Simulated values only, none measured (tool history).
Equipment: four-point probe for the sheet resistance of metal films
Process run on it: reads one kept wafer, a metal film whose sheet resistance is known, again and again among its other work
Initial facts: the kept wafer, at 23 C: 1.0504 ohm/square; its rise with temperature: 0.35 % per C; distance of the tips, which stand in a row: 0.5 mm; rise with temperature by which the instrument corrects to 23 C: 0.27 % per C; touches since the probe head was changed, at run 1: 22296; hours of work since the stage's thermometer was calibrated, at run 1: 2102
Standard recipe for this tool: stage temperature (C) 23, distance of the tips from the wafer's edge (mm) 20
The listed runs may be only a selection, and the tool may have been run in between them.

run   hour  stage temperature (C)  distance of the tips from the wafer's edge (mm)  touches since the probe head was changed  hours of work since the stage's thermometer was calibrated  sheet resistance as the instrument gives it (ohm/square)
  1      0                     23                                               20                                     22296                                                        2102                                                  1.057538
  2   30.4                     23                                               20                                     22769                                                        2118                                                   1.05788
  3   70.4                     23                                               20                                     23390                                                        2139                                                  1.057969
  4  100.9                     23                                               20                                     23866                                                        2155                                                  1.058378
  5    124                     34                                               20                                     24223                                                        2167                                                  1.066279
  6  165.9                     23                                               20                                     24875                                                        2189                                                  1.058131
     169.2  -- stage's thermometer calibrated
  7  208.2                     23                                               20                                     25525                                                          21                                                  1.058014
  8  229.4                     23                                               20                                     25854                                                          32                                                  1.057793
  9  268.7                     32                                                7                                     26466                                                          52                                                  1.066991
 10  293.7                     34                                               20                                     26853                                                          65                                                  1.066441
 11    337                     34                                               20                                     27527                                                          88                                                  1.066503
     369.3  -- stage's thermometer calibrated, once more
 12  375.3                     34                                               20                                     28115                                                           3                                                  1.067772
 13  407.7                     34                                               20                                     28618                                                          20                                                  1.068026
 14  431.4                     29                                               12                                     28987                                                          33                                                  1.064713
 15  449.7                     34                                               21                                     29271                                                          42                                                  1.067893
 16  470.6                     29                                                5                                     29596                                                          53                                                  1.070118

Measured result minus the same run's result without the hidden state. Both carry the same run-to-run variation, though not necessarily the same gauge scatter:
Hidden state present: inner tips' distance over the nominal, %; tips' flats over new ones', %; wafer's true temperature over the reading, C; drift of the gauge itself on sheet_ohm, %.
run  sheet resistance as the instrument gives it (ohm/square)
  1                                                 +0.007095
  2                                                 +0.007143
  3                                                 +0.007209
  4                                                 +0.007265
  5                                                 +0.007392
  6                                                 +0.007369
  7                                                 +0.007022
  8                                                 +0.007054
  9                                                 +0.007221
 10                                                 +0.007266
 11                                                 +0.007333
 12                                                 +0.008628
 13                                                 +0.008683
 14                                                 +0.008689
 15                                                 +0.008753
 16                                                   +0.0088

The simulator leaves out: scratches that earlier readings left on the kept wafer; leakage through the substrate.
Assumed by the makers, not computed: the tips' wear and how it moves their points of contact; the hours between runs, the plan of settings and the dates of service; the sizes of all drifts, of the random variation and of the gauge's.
